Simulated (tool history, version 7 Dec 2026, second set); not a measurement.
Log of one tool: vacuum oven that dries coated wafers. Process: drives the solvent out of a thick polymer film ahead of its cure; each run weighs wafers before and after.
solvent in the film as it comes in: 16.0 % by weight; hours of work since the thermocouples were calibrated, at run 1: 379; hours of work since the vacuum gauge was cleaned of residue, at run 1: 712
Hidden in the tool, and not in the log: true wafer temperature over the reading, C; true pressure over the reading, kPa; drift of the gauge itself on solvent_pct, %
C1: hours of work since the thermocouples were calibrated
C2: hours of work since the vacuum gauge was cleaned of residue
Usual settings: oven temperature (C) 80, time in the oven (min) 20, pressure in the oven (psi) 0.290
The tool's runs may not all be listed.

Run 1, hour 0.0: usual settings; C1 379; C2 712. Result: solvent left in the film (%) 2.66.
Run 2, hour 5.4: usual settings but pressure in the oven (psi) 0.293; C1 384; C2 717. Result: solvent left in the film (%) 2.68.
Run 3, hour 14.4: usual settings but pressure in the oven (psi) 0.293; C1 391; C2 724. Result: solvent left in the film (%) 2.71.
Run 4, hour 24.9: usual settings but pressure in the oven (psi) 0.293; C1 399; C2 732. Result: solvent left in the film (%) 2.72.
Run 5, hour 30.6: usual settings but pressure in the oven (psi) 0.194; C1 403; C2 736. Result: solvent left in the film (%) 1.92.
Run 6, hour 42.4: usual settings but pressure in the oven (psi) 0.194; C1 413; C2 746. Result: solvent left in the film (%) 1.87.
Run 7, hour 48.7: usual settings but pressure in the oven (psi) 0.194; C1 418; C2 751. Result: solvent left in the film (%) 1.86.
Run 8, hour 58.6: usual settings; C1 425; C2 758. Result: solvent left in the film (%) 2.64.
Run 9, hour 70.6: usual settings; C1 435; C2 768. Result: solvent left in the film (%) 2.60.
Run 10, hour 81.1: usual settings; C1 443; C2 776. Result: solvent left in the film (%) 2.63.
Run 11, hour 91.5: usual settings but pressure in the oven (psi) 0.379; C1 451; C2 784. Result: solvent left in the film (%) 3.29.
Run 12, hour 103.5: usual settings; C1 461; C2 794. Result: solvent left in the film (%) 2.64.
Run 13, hour 111.6: usual settings but oven temperature (C) 72; C1 467; C2 800. Result: solvent left in the film (%) 4.44.
Run 14, hour 123.2: usual settings but oven temperature (C) 72; C1 476; C2 809. Result: solvent left in the film (%) 4.50.
Run 15, hour 128.2: usual settings but oven temperature (C) 74; C1 480; C2 813. Result: solvent left in the film (%) 3.96.
Run 16, hour 135.5: usual settings; C1 486; C2 819. Result: solvent left in the film (%) 2.66.
Run 17, hour 144.5: usual settings but pressure in the oven (psi) 0.154; C1 493; C2 826. Result: solvent left in the film (%) 1.59.
Run 18, hour 156.3: usual settings but pressure in the oven (psi) 0.154; C1 502; C2 835. Result: solvent left in the film (%) 1.64.
Run 19, hour 166.7: usual settings but pressure in the oven (psi) 0.154; C1 510; C2 844. Result: solvent left in the film (%) 1.64.
Run 20, hour 173.3: usual settings but pressure in the oven (psi) 0.154; C1 516; C2 849. Result: solvent left in the film (%) 1.62.
Run 21, hour 178.3: usual settings but pressure in the oven (psi) 0.154; C1 520; C2 853. Result: solvent left in the film (%) 1.57.
Run 22, hour 188.2: usual settings but time in the oven (min) 15; C1 527; C2 860. Result: solvent left in the film (%) 3.14.
Run 23, hour 198.5: usual settings but time in the oven (min) 15; C1 535; C2 868. Result: solvent left in the film (%) 3.12.
Run 24, hour 209.1: usual settings but time in the oven (min) 15; C1 544; C2 877. Result: solvent left in the film (%) 3.17.
Run 25, hour 215.2: usual settings but oven temperature (C) 69, time in the oven (min) 12, pressure in the oven (psi) 0.399; C1 549; C2 882. Result: solvent left in the film (%) 8.05.
Run 26, hour 222.4: usual settings but oven temperature (C) 69; C1 554; C2 887. Result: solvent left in the film (%) 5.34.
Run 27, hour 232.7: usual settings but oven temperature (C) 93, time in the oven (min) 13, pressure in the oven (psi) 0.186; C1 562; C2 895. Result: solvent left in the film (%) 1.04.
Run 28, hour 243.3: usual settings but oven temperature (C) 84, pressure in the oven (psi) 1.028; C1 571; C2 904. Result: solvent left in the film (%) 6.96.
Run 29, hour 253.6: usual settings but oven temperature (C) 84, pressure in the oven (psi) 1.028; C1 579; C2 912. Result: solvent left in the film (%) 6.92.
Run 30, hour 261.2: usual settings but oven temperature (C) 84, pressure in the oven (psi) 0.654; C1 585; C2 918. Result: solvent left in the film (%) 4.49.
Run 31, hour 271.7: usual settings but oven temperature (C) 95, time in the oven (min) 14, pressure in the oven (psi) 0.657; C1 593; C2 926. Result: solvent left in the film (%) 2.92.
Run 32, hour 278.5: usual settings but oven temperature (C) 84, pressure in the oven (psi) 0.553; C1 598; C2 931. Result: solvent left in the film (%) 3.80.
Run 33, hour 287.2: usual settings but oven temperature (C) 66, time in the oven (min) 14; C1 605; C2 938. Result: solvent left in the film (%) 7.65.
Run 34, hour 295.2: usual settings but time in the oven (min) 31, pressure in the oven (psi) 0.352; C1 611; C2 945. Result: solvent left in the film (%) 2.71.
Run 35, hour 302.6: usual settings but oven temperature (C) 84, time in the oven (min) 31, pressure in the oven (psi) 0.255; C1 617; C2 950. Result: solvent left in the film (%) 1.71.
Run 36, hour 312.9: usual settings but oven temperature (C) 84, time in the oven (min) 31, pressure in the oven (psi) 0.255; C1 625; C2 958. Result: solvent left in the film (%) 1.70.
Run 37, hour 322.1: usual settings but oven temperature (C) 84, time in the oven (min) 31, pressure in the oven (psi) 0.255; C1 633; C2 966. Result: solvent left in the film (%) 1.74.
Run 38, hour 332.7: usual settings but oven temperature (C) 69, time in the oven (min) 17, pressure in the oven (psi) 0.479; C1 641; C2 974. Result: solvent left in the film (%) 7.78.
Run 39, hour 343.2: usual settings but oven temperature (C) 69, time in the oven (min) 17, pressure in the oven (psi) 0.479; C1 649; C2 982. Result: solvent left in the film (%) 7.74.
Run 40, hour 350.7: usual settings but oven temperature (C) 69, time in the oven (min) 17, pressure in the oven (psi) 0.479; C1 655; C2 988. Result: solvent left in the film (%) 7.74.
Run 41, hour 362.1: usual settings but oven temperature (C) 89, time in the oven (min) 10, pressure in the oven (psi) 0.348; C1 664; C2 997. Result: solvent left in the film (%) 2.53.
Run 42, hour 369.7: usual settings but oven temperature (C) 89, time in the oven (min) 10, pressure in the oven (psi) 0.348; C1 670; C2 1003. Result: solvent left in the film (%) 2.61.
Run 43, hour 381.0: usual settings but oven temperature (C) 87, time in the oven (min) 21, pressure in the oven (psi) 0.651; C1 679; C2 1012. Result: solvent left in the film (%) 3.89.
Run 44, hour 390.9: usual settings but oven temperature (C) 87, time in the oven (min) 21, pressure in the oven (psi) 0.651; C1 687; C2 1020. Result: solvent left in the film (%) 3.89.
Run 45, hour 398.8: usual settings but oven temperature (C) 67, time in the oven (min) 17, pressure in the oven (psi) 1.001; C1 693; C2 1026. Result: solvent left in the film (%) 14.00.
Run 46, hour 410.6: usual settings but oven temperature (C) 83, pressure in the oven (psi) 0.168; C1 702; C2 1035. Result: solvent left in the film (%) 1.41.

3 ways to go on from here, each from the tool as it stands after run 46. What would each give?
Run A, hour 420.8: usual settings but oven temperature (C) 90, time in the oven (min) 19, pressure in the oven (psi) 0.168; C1 710; C2 1043. Result: solvent left in the film (%) ?.
Run B, hour 420.8: usual settings but oven temperature (C) 89, time in the oven (min) 12, pressure in the oven (psi) 0.657; C1 710; C2 1043. Result: solvent left in the film (%) ?.
Run C, hour 420.8: usual settings but oven temperature (C) 82, time in the oven (min) 14, pressure in the oven (psi) 0.972; C1 710; C2 1043. Result: solvent left in the film (%) ?.

run  solvent left in the film (%)
  A                          0.95
  B                          3.93
  C                          7.44
Without the tool's hidden state the same runs would have given:
run  solvent left in the film (%)
  A                          0.95
  B                          3.93
  C                          7.45
